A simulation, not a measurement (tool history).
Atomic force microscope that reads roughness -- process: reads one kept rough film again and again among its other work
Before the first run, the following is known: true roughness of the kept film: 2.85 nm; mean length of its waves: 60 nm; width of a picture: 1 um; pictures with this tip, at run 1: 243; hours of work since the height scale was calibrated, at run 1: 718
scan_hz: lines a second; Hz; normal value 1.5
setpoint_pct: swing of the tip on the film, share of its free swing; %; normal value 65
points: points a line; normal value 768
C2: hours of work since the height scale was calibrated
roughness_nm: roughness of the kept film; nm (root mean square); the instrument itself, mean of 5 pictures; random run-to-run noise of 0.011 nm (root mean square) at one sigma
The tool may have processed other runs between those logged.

{"run": 1, "hour": 0.0, "scan_hz": 1.5, "setpoint_pct": 65, "points": 768, "pictures with this tip": 243, "C2": 718, "roughness_nm": 2.569}
{"run": 2, "hour": 41.9, "scan_hz": 1.5, "setpoint_pct": 78, "points": 768, "pictures with this tip": 331, "C2": 751, "roughness_nm": 2.444}
{"hour": 58.6, "done": "new tip fitted"}
{"run": 3, "hour": 98.8, "scan_hz": 0.71, "setpoint_pct": 65, "points": 768, "pictures with this tip": 84, "C2": 795, "roughness_nm": 2.685}
{"run": 4, "hour": 124.9, "scan_hz": 0.71, "setpoint_pct": 65, "points": 768, "pictures with this tip": 139, "C2": 816, "roughness_nm": 2.665}
{"run": 5, "hour": 163.4, "scan_hz": 0.71, "setpoint_pct": 65, "points": 768, "pictures with this tip": 220, "C2": 846, "roughness_nm": 2.628}
{"run": 6, "hour": 222.8, "scan_hz": 0.71, "setpoint_pct": 65, "points": 768, "pictures with this tip": 345, "C2": 893, "roughness_nm": 2.544}
{"hour": 232.7, "done": "new tip fitted"}
{"run": 7, "hour": 249.5, "scan_hz": 0.71, "setpoint_pct": 65, "points": 768, "pictures with this tip": 36, "C2": 913, "roughness_nm": 2.726}
{"run": 8, "hour": 283.8, "scan_hz": 0.71, "setpoint_pct": 65, "points": 768, "pictures with this tip": 108, "C2": 940, "roughness_nm": 2.686}
{"run": 9, "hour": 324.8, "scan_hz": 0.71, "setpoint_pct": 65, "points": 768, "pictures with this tip": 194, "C2": 972, "roughness_nm": 2.618}
{"run": 10, "hour": 379.6, "scan_hz": 0.71, "setpoint_pct": 65, "points": 768, "pictures with this tip": 309, "C2": 1015, "roughness_nm": 2.551}
{"hour": 403.4, "done": "new tip fitted"}
{"run": 11, "hour": 406.7, "scan_hz": 1.5, "setpoint_pct": 80, "points": 322, "pictures with this tip": 6, "C2": 1036, "roughness_nm": 2.609}
{"run": 12, "hour": 447.5, "scan_hz": 1.5, "setpoint_pct": 80, "points": 322, "pictures with this tip": 92, "C2": 1068, "roughness_nm": 2.565}
{"run": 13, "hour": 484.4, "scan_hz": 1.5, "setpoint_pct": 80, "points": 322, "pictures with this tip": 170, "C2": 1097, "roughness_nm": 2.521}
{"run": 14, "hour": 515.2, "scan_hz": 1.5, "setpoint_pct": 82, "points": 505, "pictures with this tip": 234, "C2": 1121, "roughness_nm": 2.47}
{"run": 15, "hour": 571.1, "scan_hz": 3.98, "setpoint_pct": 65, "points": 768, "pictures with this tip": 352, "C2": 1164, "roughness_nm": 2.402}
{"hour": 577.3, "done": "new tip fitted"}
{"run": 16, "hour": 600.7, "scan_hz": 1.5, "setpoint_pct": 63, "points": 597, "pictures with this tip": 49, "C2": 1187, "roughness_nm": 2.69}
{"run": 17, "hour": 662.3, "scan_hz": 2.25, "setpoint_pct": 59, "points": 466, "pictures with this tip": 178, "C2": 1235, "roughness_nm": 2.601}
{"run": 18, "hour": 703.6, "scan_hz": 1.5, "setpoint_pct": 78, "points": 361, "pictures with this tip": 265, "C2": 1268, "roughness_nm": 2.489}
{"hour": 748.6, "done": "new tip fitted"}
{"run": 19, "hour": 765.3, "scan_hz": 1.94, "setpoint_pct": 88, "points": 605, "pictures with this tip": 35, "C2": 1316, "roughness_nm": 2.445}
{"run": 20, "hour": 822.4, "scan_hz": 1.65, "setpoint_pct": 56, "points": 666, "pictures with this tip": 155, "C2": 1360, "roughness_nm": 2.654}

Below are 4 alternative next runs, each starting from the tool's condition after run 20. Predict each:
{"run": "A", "hour": 859.9, "scan_hz": 1.5, "setpoint_pct": 88, "points": 390, "pictures with this tip": 234, "C2": 1390, "roughness_nm": "?"}
{"run": "B", "hour": 859.9, "scan_hz": 1.33, "setpoint_pct": 72, "points": 528, "pictures with this tip": 234, "C2": 1390, "roughness_nm": "?"}
{"run": "C", "hour": 859.9, "scan_hz": 0.54, "setpoint_pct": 56, "points": 666, "pictures with this tip": 234, "C2": 1390, "roughness_nm": "?"}
{"run": "D", "hour": 859.9, "scan_hz": 0.65, "setpoint_pct": 88, "points": 499, "pictures with this tip": 234, "C2": 1390, "roughness_nm": "?"}

run=A roughness_nm=2.414
run=B roughness_nm=2.534
run=C roughness_nm=2.623
run=D roughness_nm=2.537
Stripped of hidden state, with their random variation kept, the same runs would have yielded:
run=A roughness_nm=2.524
run=B roughness_nm=2.649
run=C roughness_nm=2.742
run=D roughness_nm=2.652

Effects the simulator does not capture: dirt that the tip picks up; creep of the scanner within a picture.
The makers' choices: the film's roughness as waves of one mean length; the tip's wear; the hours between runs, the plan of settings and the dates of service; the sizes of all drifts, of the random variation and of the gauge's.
